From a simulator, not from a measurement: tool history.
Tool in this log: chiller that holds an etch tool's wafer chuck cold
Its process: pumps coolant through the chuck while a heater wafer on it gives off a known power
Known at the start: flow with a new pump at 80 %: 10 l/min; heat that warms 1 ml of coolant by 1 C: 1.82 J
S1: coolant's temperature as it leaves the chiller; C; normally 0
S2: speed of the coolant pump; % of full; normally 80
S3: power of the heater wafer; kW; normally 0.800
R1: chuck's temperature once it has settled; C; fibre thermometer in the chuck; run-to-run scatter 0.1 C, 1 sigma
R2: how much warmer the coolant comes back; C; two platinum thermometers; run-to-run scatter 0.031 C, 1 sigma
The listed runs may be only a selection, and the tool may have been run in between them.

Run 1, hour 0.0: usual settings. Result: R1 8.1 C, R2 2.97 C.
Run 2, hour 97.1: usual settings. Result: R1 8.2 C, R2 3.01 C.
Run 3, hour 162.9: usual settings. Result: R1 8.3 C, R2 2.93 C.
Run 4, hour 223.7: usual settings. Result: R1 8.3 C, R2 3.00 C.
Run 5, hour 339.6: usual settings. Result: R1 8.5 C, R2 2.97 C.
Run 6, hour 404.9: usual settings but S2 99 % of full. Result: R1 7.4 C, R2 2.34 C.
Run 7, hour 471.2: usual settings but S2 99 % of full. Result: R1 7.3 C, R2 2.40 C.
Run 8, hour 589.9: usual settings but S2 99 % of full. Result: R1 7.4 C, R2 2.36 C.
Run 9, hour 717.3: usual settings but S2 99 % of full. Result: R1 7.3 C, R2 2.40 C.
Run 10, hour 778.6: usual settings but S2 99 % of full. Result: R1 7.5 C, R2 2.37 C.
At hour 788.6: chiller's thermometer calibrated.
Run 11, hour 914.8: usual settings but S2 99 % of full. Result: R1 7.7 C, R2 2.39 C.
Run 12, hour 1051.5: usual settings but S2 99 % of full. Result: R1 7.9 C, R2 2.45 C.
Run 13, hour 1124.6: usual settings but S1 -4 C, S2 70 % of full, S3 0.454 kW. Result: R1 2.0 C, R2 1.98 C.
Run 14, hour 1221.1: usual settings but S1 7 C, S2 70 % of full, S3 1.038 kW. Result: R1 19.4 C, R2 4.62 C.
At hour 1321.8: chiller's thermometer calibrated, once more.
Run 15, hour 1323.2: usual settings but S1 6 C, S2 92 % of full, S3 0.412 kW. Result: R1 9.9 C, R2 1.39 C.
At hour 1376.5: coolant changed, channels flushed.
Run 16, hour 1469.4: usual settings but S1 -5 C, S2 97 % of full, S3 0.472 kW. Result: R1 -1.0 C, R2 1.45 C.
Run 17, hour 1549.9: usual settings but S1 -6 C, S2 75 % of full, S3 0.860 kW. Result: R1 2.4 C, R2 3.61 C.
Run 18, hour 1693.5: usual settings but S1 -6 C, S2 75 % of full, S3 0.860 kW. Result: R1 2.6 C, R2 3.59 C.
Run 19, hour 1803.3: usual settings but S1 -10 C, S2 93 % of full. Result: R1 -3.0 C, R2 2.64 C.
Run 20, hour 1889.8: usual settings but S1 -10 C, S2 93 % of full. Result: R1 -3.0 C, R2 2.65 C.

Below are 5 alternative next runs, each starting from the tool's condition after run 20. Predict each:
Run A, hour 1982.1: usual settings but S1 -1 C. Result: R1 ?, R2 ?.
Run B, hour 1982.1: usual settings but S1 -10 C, S2 93 % of full, S3 0.763 kW. Result: R1 ?, R2 ?.
Run C, hour 1982.1: usual settings but S3 0.577 kW. Result: R1 ?, R2 ?.
Run D, hour 1982.1: usual settings but S1 4 C, S2 64 % of full. Result: R1 ?, R2 ?.
Run E, hour 1982.1: usual settings but S2 90 % of full, S3 0.855 kW. Result: R1 ?, R2 ?.

run    R1    R2
  A   6.6  3.12
  B  -3.3  2.56
  C   5.4  2.27
  D  12.8  4.06
  E   7.7  3.00
With no hidden state in the tool, these same runs would have given:
run    R1    R2
  A   5.7  2.61
  B  -4.1  2.16
  C   4.7  1.91
  D  11.8  3.41
  E   6.7  2.52

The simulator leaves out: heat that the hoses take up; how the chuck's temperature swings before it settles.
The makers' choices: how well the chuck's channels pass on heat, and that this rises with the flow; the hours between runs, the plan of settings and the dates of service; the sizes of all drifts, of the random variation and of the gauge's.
